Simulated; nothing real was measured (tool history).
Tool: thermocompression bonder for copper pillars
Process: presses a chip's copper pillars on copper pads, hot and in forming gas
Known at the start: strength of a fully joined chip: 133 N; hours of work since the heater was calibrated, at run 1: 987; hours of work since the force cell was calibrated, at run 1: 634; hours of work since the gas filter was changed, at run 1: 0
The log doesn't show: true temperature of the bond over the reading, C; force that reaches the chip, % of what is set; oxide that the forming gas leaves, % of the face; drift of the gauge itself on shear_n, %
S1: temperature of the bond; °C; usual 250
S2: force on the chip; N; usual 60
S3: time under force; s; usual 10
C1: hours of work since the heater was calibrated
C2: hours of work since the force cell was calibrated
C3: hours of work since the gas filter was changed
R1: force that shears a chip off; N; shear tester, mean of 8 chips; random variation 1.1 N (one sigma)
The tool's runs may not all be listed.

| run | hour | S1 | S2 | S3 | C1 | C2 | C3 | R1 |
|---|---|---|---|---|---|---|---|---|
| 1 | 0.0 | 250 | 60 | 10 | 987 | 634 | 0 | 91.1 |
| 2 | 38.5 | 250 | 60 | 10 | 1003 | 650 | 16 | 94.7 |
| 3 | 95.0 | 250 | 49 | 10 | 1026 | 674 | 39 | 84.3 |
| 4 | 153.6 | 250 | 49 | 10 | 1051 | 698 | 64 | 85.2 |
| 5 | 180.5 | 250 | 49 | 10 | 1062 | 709 | 75 | 87.4 |
| 6 | 235.5 | 250 | 60 | 10 | 1085 | 732 | 98 | 94.0 |
| 7 | 272.1 | 250 | 81 | 10 | 1100 | 747 | 113 | 104.3 |
| 8 | 311.8 | 250 | 81 | 10 | 1117 | 764 | 130 | 102.7 |
|  | 343.9 | forming gas filter changed |
| 9 | 353.1 | 250 | 60 | 10 | 1134 | 781 | 4 | 93.8 |
| 10 | 395.8 | 250 | 60 | 13 | 1151 | 798 | 22 | 99.7 |
| 11 | 421.4 | 250 | 60 | 13 | 1162 | 809 | 32 | 99.3 |
| 12 | 467.8 | 250 | 43 | 10 | 1181 | 828 | 52 | 79.7 |
| 13 | 524.0 | 250 | 43 | 10 | 1205 | 852 | 75 | 79.2 |
| 14 | 583.7 | 250 | 43 | 10 | 1229 | 877 | 100 | 80.0 |
| 15 | 617.5 | 250 | 43 | 10 | 1243 | 891 | 114 | 80.8 |
| 16 | 652.5 | 250 | 85 | 10 | 1258 | 905 | 128 | 107.1 |
| 17 | 681.7 | 243 | 85 | 10 | 1270 | 917 | 140 | 102.3 |
|  | 685.4 | forming gas filter changed |
| 18 | 731.9 | 250 | 60 | 10 | 1291 | 938 | 19 | 94.3 |
| 19 | 778.0 | 250 | 43 | 10 | 1310 | 957 | 39 | 83.1 |
| 20 | 808.4 | 263 | 83 | 10 | 1323 | 970 | 51 | 115.4 |
| 21 | 860.3 | 250 | 89 | 10 | 1344 | 991 | 73 | 108.6 |
| 22 | 913.5 | 252 | 85 | 25 | 1366 | 1013 | 95 | 125.1 |
| 23 | 966.5 | 250 | 83 | 15 | 1388 | 1035 | 117 | 111.8 |
| 24 | 1017.8 | 250 | 83 | 15 | 1410 | 1057 | 138 | 112.3 |
|  | 1027.0 | forming gas filter changed |
| 25 | 1062.9 | 266 | 83 | 15 | 1428 | 1075 | 15 | 121.7 |
| 26 | 1110.1 | 251 | 42 | 10 | 1448 | 1095 | 35 | 80.2 |
| 27 | 1158.8 | 244 | 75 | 6 | 1468 | 1115 | 55 | 83.1 |
|  | 1165.0 | heater calibrated with a thermocouple chip |
| 28 | 1193.5 | 267 | 52 | 13 | 12 | 1129 | 68 | 106.9 |
| 29 | 1223.2 | 237 | 63 | 10 | 24 | 1141 | 81 | 80.4 |
| 30 | 1250.2 | 223 | 60 | 14 | 35 | 1152 | 92 | 74.3 |
| 31 | 1306.9 | 223 | 60 | 14 | 59 | 1176 | 116 | 75.0 |
| 32 | 1363.5 | 251 | 75 | 10 | 83 | 1199 | 139 | 100.5 |
|  | 1370.6 | forming gas filter changed |
| 33 | 1398.9 | 274 | 60 | 29 | 97 | 1214 | 12 | 126.3 |
| 34 | 1428.4 | 274 | 60 | 29 | 109 | 1226 | 24 | 125.7 |
| 35 | 1470.9 | 242 | 60 | 29 | 127 | 1244 | 42 | 109.1 |
| 36 | 1524.3 | 255 | 60 | 6 | 149 | 1266 | 64 | 85.6 |
| 37 | 1586.1 | 241 | 84 | 11 | 175 | 1292 | 90 | 100.5 |
| 38 | 1640.3 | 241 | 84 | 11 | 197 | 1314 | 112 | 100.3 |

Forecast each of these 4 alternatives for the next run:
| A | 1683.1 | 241 | 53 | 6 | 215 | 1332 | 130 | ? |
| B | 1683.1 | 223 | 39 | 5 | 215 | 1332 | 130 | ? |
| C | 1683.1 | 237 | 60 | 10 | 215 | 1332 | 130 | ? |
| D | 1683.1 | 241 | 72 | 14 | 215 | 1332 | 130 | ? |

| run | R1 |
|---|---|
| A | 66.5 |
| B | 39.1 |
| C | 79.1 |
| D | 99.0 |
Without the tool's hidden state the same runs would have given:
| run | R1 |
|---|---|
| A | 66.8 |
| B | 39.3 |
| C | 79.6 |
| D | 99.5 |
